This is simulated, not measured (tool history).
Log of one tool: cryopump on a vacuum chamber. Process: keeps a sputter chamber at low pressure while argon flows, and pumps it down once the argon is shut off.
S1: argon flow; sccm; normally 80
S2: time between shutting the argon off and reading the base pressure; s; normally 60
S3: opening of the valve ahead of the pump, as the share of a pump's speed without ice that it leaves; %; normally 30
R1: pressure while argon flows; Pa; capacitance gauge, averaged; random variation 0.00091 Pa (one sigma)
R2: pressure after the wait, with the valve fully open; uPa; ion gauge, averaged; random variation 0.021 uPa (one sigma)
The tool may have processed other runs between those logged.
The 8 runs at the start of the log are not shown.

{"run": 9, "hour": 356.0, "S1": 80, "S2": 60, "S3": 19, "R1": 0.3061, "R2": 0.46}
{"run": 10, "hour": 411.5, "S1": 80, "S2": 60, "S3": 30, "R1": 0.198, "R2": 0.48}
{"run": 11, "hour": 482.1, "S1": 80, "S2": 60, "S3": 30, "R1": 0.2017, "R2": 0.5}
{"run": 12, "hour": 530.6, "S1": 80, "S2": 60, "S3": 30, "R1": 0.2029, "R2": 0.56}
{"run": 13, "hour": 595.7, "S1": 80, "S2": 60, "S3": 30, "R1": 0.2037, "R2": 0.56}
{"run": 14, "hour": 639.3, "S1": 80, "S2": 60, "S3": 30, "R1": 0.2081, "R2": 0.63}
{"run": 15, "hour": 711.1, "S1": 80, "S2": 60, "S3": 30, "R1": 0.2109, "R2": 0.69}
{"run": 16, "hour": 741.8, "S1": 80, "S2": 60, "S3": 30, "R1": 0.2147, "R2": 0.69}
{"run": 17, "hour": 775.3, "S1": 84, "S2": 104, "S3": 56, "R1": 0.1353, "R2": 0.6}
{"hour": 833.5, "done": "pump warmed up, emptied and cooled again"}
{"run": 18, "hour": 835.0, "S1": 84, "S2": 104, "S3": 56, "R1": 0.1097, "R2": 0.5}
{"run": 19, "hour": 903.9, "S1": 42, "S2": 222, "S3": 28, "R1": 0.1084, "R2": 0.45}
{"run": 20, "hour": 953.5, "S1": 34, "S2": 102, "S3": 32, "R1": 0.0787, "R2": 0.54}
{"run": 21, "hour": 994.9, "S1": 71, "S2": 60, "S3": 30, "R1": 0.1762, "R2": 0.72}
{"run": 22, "hour": 1051.5, "S1": 71, "S2": 60, "S3": 30, "R1": 0.1792, "R2": 0.74}
{"run": 23, "hour": 1095.0, "S1": 80, "S2": 40, "S3": 28, "R1": 0.2165, "R2": 0.94}
{"run": 24, "hour": 1167.2, "S1": 68, "S2": 271, "S3": 17, "R1": 0.3, "R2": 0.59}
{"run": 25, "hour": 1199.4, "S1": 68, "S2": 271, "S3": 17, "R1": 0.3016, "R2": 0.64}
{"run": 26, "hour": 1233.3, "S1": 80, "S2": 132, "S3": 25, "R1": 0.2482, "R2": 0.71}
{"run": 27, "hour": 1268.3, "S1": 80, "S2": 132, "S3": 25, "R1": 0.2502, "R2": 0.75}
{"run": 28, "hour": 1306.7, "S1": 134, "S2": 284, "S3": 30, "R1": 0.3604, "R2": 0.72}
{"run": 29, "hour": 1346.6, "S1": 134, "S2": 284, "S3": 30, "R1": 0.3639, "R2": 0.74}
{"hour": 1392.8, "done": "pump warmed up, emptied and cooled again"}
{"run": 30, "hour": 1410.3, "S1": 109, "S2": 62, "S3": 53, "R1": 0.1506, "R2": 0.79}

What if the next run were any one of these 3? Each begins from the tool's condition after run 30:
{"run": "A", "hour": 1471.7, "S1": 43, "S2": 62, "S3": 53, "R1": "?", "R2": "?"}
{"run": "B", "hour": 1471.7, "S1": 80, "S2": 233, "S3": 30, "R1": "?", "R2": "?"}
{"run": "C", "hour": 1471.7, "S1": 132, "S2": 49, "S3": 46, "R1": "?", "R2": "?"}

run=A R1=0.0609 R2=0.82
run=B R1=0.1955 R2=0.61
run=C R1=0.2115 R2=0.91
What these runs would have given with no unlogged condition in the tool:
run=A R1=0.0586 R2=0.41
run=B R1=0.1912 R2=0.19
run=C R1=0.2045 R2=0.49
